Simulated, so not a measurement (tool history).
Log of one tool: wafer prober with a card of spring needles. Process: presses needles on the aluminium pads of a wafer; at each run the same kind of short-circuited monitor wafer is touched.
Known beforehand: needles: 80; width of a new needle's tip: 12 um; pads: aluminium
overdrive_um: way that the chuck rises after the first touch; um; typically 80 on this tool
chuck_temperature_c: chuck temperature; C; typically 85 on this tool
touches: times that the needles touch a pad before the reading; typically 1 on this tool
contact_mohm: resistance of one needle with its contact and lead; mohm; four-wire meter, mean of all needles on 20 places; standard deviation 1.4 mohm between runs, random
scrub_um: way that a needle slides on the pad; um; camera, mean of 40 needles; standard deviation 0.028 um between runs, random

| run | hour | overdrive_um | chuck_temperature_c | touches | contact_mohm | scrub_um |
|---|---|---|---|---|---|---|
| 1 | 0 | 80 | 85 | 1 | 117 | 22.37 |
|  | 7.4 | tips cleaned on abrasive film |
|  | 22.5 | tips cleaned on abrasive film |
| 2 | 25.4 | 80 | 85 | 1 | 120 | 22.36 |
|  | 37.3 | tips cleaned on abrasive film |
| 3 | 47.5 | 80 | 85 | 1 | 118 | 22.34 |
|  | 53 | tips cleaned on abrasive film |
| 4 | 58.5 | 80 | 39 | 1 | 112 | 22.35 |
|  | 67.4 | tips cleaned on abrasive film |
| 5 | 80.1 | 80 | 39 | 1 | 113 | 22.33 |
|  | 81.7 | tips cleaned on abrasive film |
|  | 96.5 | tips cleaned on abrasive film |
| 6 | 105.1 | 80 | 39 | 1 | 112 | 22.3 |
|  | 111 | tips cleaned on abrasive film |
| 7 | 119.4 | 80 | 39 | 1 | 111 | 22.38 |
|  | 126.3 | tips cleaned on abrasive film |
| 8 | 133.1 | 80 | 28 | 1 | 112 | 22.31 |
|  | 141.2 | tips cleaned on abrasive film |
| 9 | 150.1 | 80 | 28 | 1 | 108 | 22.36 |
|  | 155.9 | tips cleaned on abrasive film |
| 10 | 167.9 | 80 | 28 | 1 | 111 | 22.36 |
|  | 171.7 | tips cleaned on abrasive film |
| 11 | 184.1 | 80 | 117 | 1 | 122 | 22.33 |
|  | 186.1 | tips cleaned on abrasive film |
|  | 200.2 | tips cleaned on abrasive film |
| 12 | 205.4 | 80 | 117 | 1 | 124 | 22.29 |
|  | 215.8 | tips cleaned on abrasive film |
| 13 | 225 | 80 | 85 | 1 | 116 | 22.26 |
|  | 230.1 | tips cleaned on abrasive film |
|  | 244.6 | tips cleaned on abrasive film |
| 14 | 250.1 | 80 | 85 | 2 | 119 | 22.29 |
|  | 259.3 | tips cleaned on abrasive film |
|  | 274.8 | tips cleaned on abrasive film |
| 15 | 275.9 | 80 | 85 | 2 | 117 | 22.26 |
| 16 | 288 | 73 | 85 | 2 | 118 | 20.32 |
|  | 289.4 | tips cleaned on abrasive film |
|  | 304 | tips cleaned on abrasive film |
| 17 | 309.5 | 73 | 85 | 2 | 121 | 20.36 |
|  | 318.5 | tips cleaned on abrasive film |
| 18 | 325.6 | 80 | 90 | 1 | 119 | 22.28 |
|  | 333.5 | tips cleaned on abrasive film |
|  | 348.5 | tips cleaned on abrasive film |
| 19 | 350.2 | 60 | 99 | 1 | 125 | 16.75 |
|  | 363.7 | tips cleaned on abrasive film |
| 20 | 363.7 | 73 | 69 | 1 | 116 | 20.31 |
| 21 | 375.4 | 66 | 54 | 2 | 115 | 18.35 |
|  | 379.5 | tips cleaned on abrasive film |
| 22 | 389.5 | 82 | 44 | 1 | 113 | 22.85 |
|  | 395.9 | tips cleaned on abrasive film |
| 23 | 409.7 | 82 | 44 | 1 | 109 | 22.81 |
|  | 412 | tips cleaned on abrasive film |
|  | 427.5 | tips cleaned on abrasive film |
| 24 | 435.5 | 82 | 44 | 1 | 110 | 22.82 |
|  | 442.4 | tips cleaned on abrasive film |
| 25 | 455.4 | 89 | 85 | 1 | 117 | 24.79 |
|  | 458 | tips cleaned on abrasive film |
|  | 472.8 | tips cleaned on abrasive film |
| 26 | 478.7 | 65 | 85 | 2 | 119 | 18.08 |
|  | 488.5 | tips cleaned on abrasive film |
| 27 | 495.5 | 65 | 85 | 2 | 122 | 18.07 |
|  | 504 | tips cleaned on abrasive film |
|  | 519.8 | tips cleaned on abrasive film |
| 28 | 520.9 | 86 | 85 | 2 | 117 | 23.98 |
|  | 536.3 | tips cleaned on abrasive film |
| 29 | 546.9 | 80 | 85 | 1 | 118 | 22.19 |
|  | 551.8 | tips cleaned on abrasive film |
| 30 | 562.5 | 80 | 85 | 1 | 119 | 22.25 |
|  | 567.9 | tips cleaned on abrasive film |
| 31 | 581.8 | 80 | 108 | 3 | 122 | 22.23 |

Predict each of these 4 candidate next runs independently; none follows another, all start after run 31:
|  | 583.6 | tips cleaned on abrasive film |
|  | 595.8 | height of the first contact set anew |
|  | 599 | tips cleaned on abrasive film |
| A | 599.9 | 80 | 29 | 3 | ? | ? |
|  | 583.6 | tips cleaned on abrasive film |
|  | 595.8 | height of the first contact set anew |
|  | 599 | tips cleaned on abrasive film |
| B | 599.9 | 76 | 72 | 2 | ? | ? |
|  | 583.6 | tips cleaned on abrasive film |
|  | 595.8 | height of the first contact set anew |
|  | 599 | tips cleaned on abrasive film |
| C | 599.9 | 68 | 36 | 1 | ? | ? |
|  | 583.6 | tips cleaned on abrasive film |
|  | 595.8 | height of the first contact set anew |
|  | 599 | tips cleaned on abrasive film |
| D | 599.9 | 87 | 78 | 3 | ? | ? |

| run | contact_mohm | scrub_um |
|---|---|---|
| A | 109 | 22.24 |
| B | 119 | 21.13 |
| C | 116 | 18.9 |
| D | 116 | 24.18 |
Without the tool's unlogged condition, the same runs would have read:
| run | contact_mohm | scrub_um |
|---|---|---|
| A | 109 | 22.37 |
| B | 119 | 21.26 |
| C | 116 | 19.01 |
| D | 116 | 24.32 |
